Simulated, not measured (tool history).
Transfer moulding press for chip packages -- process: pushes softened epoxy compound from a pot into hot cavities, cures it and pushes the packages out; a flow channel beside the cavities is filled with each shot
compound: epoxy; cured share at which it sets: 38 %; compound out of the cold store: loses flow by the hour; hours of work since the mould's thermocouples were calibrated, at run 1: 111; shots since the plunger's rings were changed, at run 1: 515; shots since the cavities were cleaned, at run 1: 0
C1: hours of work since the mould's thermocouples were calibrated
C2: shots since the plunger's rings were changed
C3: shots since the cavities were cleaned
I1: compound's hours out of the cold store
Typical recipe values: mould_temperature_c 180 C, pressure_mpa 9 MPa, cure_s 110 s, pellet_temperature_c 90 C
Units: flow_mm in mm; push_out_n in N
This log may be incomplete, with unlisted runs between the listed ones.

run 1 hour=0 | mould_temperature_c=180 pressure_mpa=9 cure_s=110 pellet_temperature_c=90 | C1=111 C2=515 C3=0 | I1=42 | flow_mm=878 push_out_n=227
run 2 hour=21.3 | mould_temperature_c=180 pressure_mpa=9 cure_s=110 pellet_temperature_c=90 | C1=120 C2=665 C3=150 | I1=28 | flow_mm=906 push_out_n=269
run 3 hour=45.2 | mould_temperature_c=180 pressure_mpa=9 cure_s=110 pellet_temperature_c=90 | C1=130 C2=833 C3=318 | I1=45.4 | flow_mm=858 push_out_n=324
run 4 hour=82.5 | mould_temperature_c=180 pressure_mpa=9 cure_s=110 pellet_temperature_c=90 | C1=145 C2=1095 C3=580 | I1=8.4 | flow_mm=967 push_out_n=381
run 5 hour=105.8 | mould_temperature_c=180 pressure_mpa=9 cure_s=100 pellet_temperature_c=90 | C1=155 C2=1259 C3=744 | I1=45.5 | flow_mm=863 push_out_n=427
run 6 hour=139.3 | mould_temperature_c=180 pressure_mpa=9 cure_s=100 pellet_temperature_c=90 | C1=168 C2=1495 C3=980 | I1=45.9 | flow_mm=860 push_out_n=462
-- hour=158.3 cavities cleaned with cleaning compound and waxed
run 7 hour=179.5 | mould_temperature_c=180 pressure_mpa=9 cure_s=110 pellet_temperature_c=90 | C1=184 C2=1767 C3=149 | I1=24.2 | flow_mm=913 push_out_n=290
run 8 hour=205.3 | mould_temperature_c=180 pressure_mpa=9 cure_s=120 pellet_temperature_c=90 | C1=195 C2=1949 C3=331 | I1=47.8 | flow_mm=846 push_out_n=289
run 9 hour=236 | mould_temperature_c=180 pressure_mpa=9 cure_s=110 pellet_temperature_c=90 | C1=208 C2=2164 C3=546 | I1=31.8 | flow_mm=890 push_out_n=358
run 10 hour=255.6 | mould_temperature_c=180 pressure_mpa=9.55 cure_s=110 pellet_temperature_c=90 | C1=216 C2=2302 C3=684 | I1=16.5 | flow_mm=960 push_out_n=373
run 11 hour=297.2 | mould_temperature_c=180 pressure_mpa=9 cure_s=110 pellet_temperature_c=90 | C1=233 C2=2595 C3=977 | I1=19.7 | flow_mm=918 push_out_n=438
-- hour=316.1 cavities cleaned with cleaning compound and waxed
run 12 hour=333.2 | mould_temperature_c=180 pressure_mpa=9 cure_s=110 pellet_temperature_c=90 | C1=247 C2=2837 C3=120 | I1=10.9 | flow_mm=945 push_out_n=263
run 13 hour=365.4 | mould_temperature_c=180 pressure_mpa=9 cure_s=110 pellet_temperature_c=99 | C1=261 C2=3064 C3=347 | I1=33.8 | flow_mm=873 push_out_n=310
run 14 hour=401.6 | mould_temperature_c=180 pressure_mpa=9 cure_s=110 pellet_temperature_c=99 | C1=276 C2=3318 C3=601 | I1=11.8 | flow_mm=930 push_out_n=358
run 15 hour=423.7 | mould_temperature_c=180 pressure_mpa=9 cure_s=110 pellet_temperature_c=99 | C1=285 C2=3474 C3=757 | I1=30.2 | flow_mm=881 push_out_n=386
run 16 hour=455.2 | mould_temperature_c=180 pressure_mpa=9.77 cure_s=110 pellet_temperature_c=93 | C1=298 C2=3696 C3=979 | I1=31.7 | flow_mm=912 push_out_n=412
-- hour=473.6 cavities cleaned with cleaning compound and waxed
run 17 hour=485.9 | mould_temperature_c=180 pressure_mpa=9.77 cure_s=110 pellet_temperature_c=93 | C1=310 C2=3901 C3=86 | I1=22.8 | flow_mm=934 push_out_n=266
-- hour=500.9 mould's thermocouples calibrated
run 18 hour=529.9 | mould_temperature_c=180 pressure_mpa=9 cure_s=125 pellet_temperature_c=83 | C1=12 C2=4196 C3=381 | I1=42.5 | flow_mm=848 push_out_n=300
run 19 hour=566.8 | mould_temperature_c=180 pressure_mpa=9 cure_s=125 pellet_temperature_c=83 | C1=27 C2=4456 C3=641 | I1=32.3 | flow_mm=876 push_out_n=335
run 20 hour=599.3 | mould_temperature_c=180 pressure_mpa=7.68 cure_s=110 pellet_temperature_c=95 | C1=41 C2=4684 C3=869 | I1=21.8 | flow_mm=822 push_out_n=405

Expected results for the next run?
-- hour=634.7 cavities cleaned with cleaning compound and waxed
run 21 hour=637.1 | mould_temperature_c=180 pressure_mpa=7.68 cure_s=95 pellet_temperature_c=95 | C1=56 C2=4939 C3=17 | I1=36.5 | flow_mm=? push_out_n=?

Run 21 produced flow_mm 794 mm, push_out_n 305 N.
Without the tool's hidden state the same run would have given flow_mm 831 mm, push_out_n 292 N.
